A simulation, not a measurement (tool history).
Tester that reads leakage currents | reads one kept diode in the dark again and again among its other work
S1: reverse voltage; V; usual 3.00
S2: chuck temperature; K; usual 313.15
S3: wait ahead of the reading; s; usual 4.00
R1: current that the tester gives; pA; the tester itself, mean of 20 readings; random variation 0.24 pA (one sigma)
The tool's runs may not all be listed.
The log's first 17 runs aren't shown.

| run | hour | S1 | S2 | S3 | R1 |
|---|---|---|---|---|---|
| 18 | 671.1 | 3.00 | 313.15 | 0.70 | 76.63 |
| 19 | 722.5 | 3.00 | 293.15 | 4.00 | 15.12 |
| 20 | 749.6 | 3.00 | 293.15 | 4.00 | 15.20 |
| 21 | 793.4 | 5.30 | 313.15 | 3.28 | 97.64 |
| 22 | 823.2 | 1.17 | 313.15 | 3.28 | 51.54 |
| 23 | 852.6 | 3.00 | 313.15 | 0.45 | 77.30 |
| 24 | 881.6 | 2.16 | 313.15 | 9.45 | 66.80 |
| 25 | 914.7 | 5.04 | 313.15 | 9.45 | 95.16 |
| 26 | 967.5 | 7.42 | 299.15 | 8.75 | 37.19 |
| 27 | 1016.1 | 5.03 | 302.15 | 4.00 | 40.08 |
| 28 | 1055.9 | 3.63 | 320.15 | 4.00 | 140.06 |
| 29 | 1095.3 | 3.63 | 320.15 | 4.00 | 139.30 |
| 30 | 1125.4 | 6.66 | 320.15 | 0.70 | 181.78 |
| 31 | 1149.5 | 2.44 | 306.15 | 2.14 | 40.65 |
| 32 | 1200.9 | 1.25 | 303.15 | 0.50 | 24.43 |
| 33 | 1239.0 | 8.89 | 303.15 | 0.50 | 57.88 |
| 34 | 1274.6 | 2.39 | 305.15 | 2.48 | 37.34 |
| 35 | 1326.7 | 2.39 | 305.15 | 2.48 | 37.22 |
| 36 | 1378.2 | 2.39 | 305.15 | 2.48 | 37.05 |
| 37 | 1418.8 | 2.39 | 305.15 | 0.37 | 38.06 |
| 38 | 1474.4 | 2.39 | 305.15 | 0.37 | 37.90 |
| 39 | 1507.7 | 2.39 | 305.15 | 0.37 | 38.27 |

5 ways to go on from here, each from the tool as it stands after run 39. What would each give?
| A | 1559.7 | 1.71 | 318.15 | 2.16 | ? |
| B | 1559.7 | 3.00 | 313.15 | 3.69 | ? |
| C | 1559.7 | 2.39 | 295.15 | 0.37 | ? |
| D | 1559.7 | 2.39 | 305.15 | 2.17 | ? |
| E | 1559.7 | 3.51 | 297.15 | 0.55 | ? |

| run | R1 |
|---|---|
| A | 87.78 |
| B | 76.28 |
| C | 17.08 |
| D | 37.28 |
| E | 23.67 |
Without the tool's hidden state the same runs would have given:
| run | R1 |
|---|---|
| A | 87.75 |
| B | 76.24 |
| C | 17.06 |
| D | 37.25 |
| E | 23.64 |
